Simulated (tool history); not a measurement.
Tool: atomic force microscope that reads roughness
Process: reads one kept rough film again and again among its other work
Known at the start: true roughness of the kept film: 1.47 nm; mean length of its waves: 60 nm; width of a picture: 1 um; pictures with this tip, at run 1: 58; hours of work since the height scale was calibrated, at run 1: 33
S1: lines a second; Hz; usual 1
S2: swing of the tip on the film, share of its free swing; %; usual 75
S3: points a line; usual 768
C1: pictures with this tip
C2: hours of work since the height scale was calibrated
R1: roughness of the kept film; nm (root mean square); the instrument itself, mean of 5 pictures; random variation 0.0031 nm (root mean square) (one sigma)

Run 1, hour 0: usual settings; C1 58; C2 33. Result: R1 1.363 nm (root mean square).
At hour 5.7: new tip fitted.
Run 2, hour 6.6: usual settings; C1 1; C2 37. Result: R1 1.4 nm (root mean square).
Run 3, hour 15.6: usual settings; C1 13; C2 43. Result: R1 1.392 nm (root mean square).
Run 4, hour 27.4: usual settings; C1 28; C2 51. Result: R1 1.379 nm (root mean square).
Run 5, hour 36.8: usual settings; C1 40; C2 57. Result: R1 1.371 nm (root mean square).
Run 6, hour 43.1: usual settings; C1 48; C2 61. Result: R1 1.367 nm (root mean square).
Run 7, hour 49.7: usual settings but S1 2.63 Hz; C1 56; C2 65. Result: R1 1.281 nm (root mean square).
At hour 56.7: new tip fitted.
Run 8, hour 60.4: usual settings but S1 0.97 Hz; C1 4; C2 72. Result: R1 1.398 nm (root mean square).
Run 9, hour 67.9: usual settings but S1 0.86 Hz; C1 14; C2 77. Result: R1 1.397 nm (root mean square).
Run 10, hour 78.3: usual settings but S1 3.08 Hz, S2 56 %, S3 548; C1 27; C2 84. Result: R1 1.383 nm (root mean square).
Run 11, hour 87.6: usual settings but S1 3.08 Hz, S2 56 %, S3 548; C1 39; C2 90. Result: R1 1.372 nm (root mean square).
Run 12, hour 94.1: usual settings but S1 1.07 Hz, S2 56 %, S3 317; C1 48; C2 94. Result: R1 1.402 nm (root mean square).
Run 13, hour 100.3: usual settings but S1 3.9 Hz, S2 56 %, S3 751; C1 56; C2 98. Result: R1 1.351 nm (root mean square).
Run 14, hour 105.7: usual settings but S1 3.9 Hz, S2 56 %, S3 751; C1 63; C2 101. Result: R1 1.35 nm (root mean square).

Forecast each of these 5 alternatives for the next run:
At hour 107.9: new tip fitted.
Run A, hour 118.9: usual settings but S1 2.93 Hz, S2 55 %, S3 326; C1 14; C2 110. Result: R1 ?.
At hour 107.9: new tip fitted.
Run B, hour 118.9: usual settings but S1 3.9 Hz, S2 65 %, S3 751; C1 14; C2 110. Result: R1 ?.
At hour 107.9: new tip fitted.
Run C, hour 118.9: usual settings but S1 3.9 Hz, S2 56 %, S3 553; C1 14; C2 110. Result: R1 ?.
At hour 107.9: new tip fitted.
Run D, hour 118.9: usual settings but S1 0.65 Hz, S2 62 %, S3 1020; C1 14; C2 110. Result: R1 ?.
At hour 107.9: new tip fitted.
Run E, hour 118.9: usual settings but S1 2.46 Hz, S2 80 %, S3 280; C1 14; C2 110. Result: R1 ?.

run     R1
  A  1.389
  B  1.331
  C  1.374
  D  1.429
  E  1.276
Without the tool's hidden state the same runs would have given:
run     R1
  A    1.4
  B  1.341
  C  1.386
  D  1.441
  E  1.287
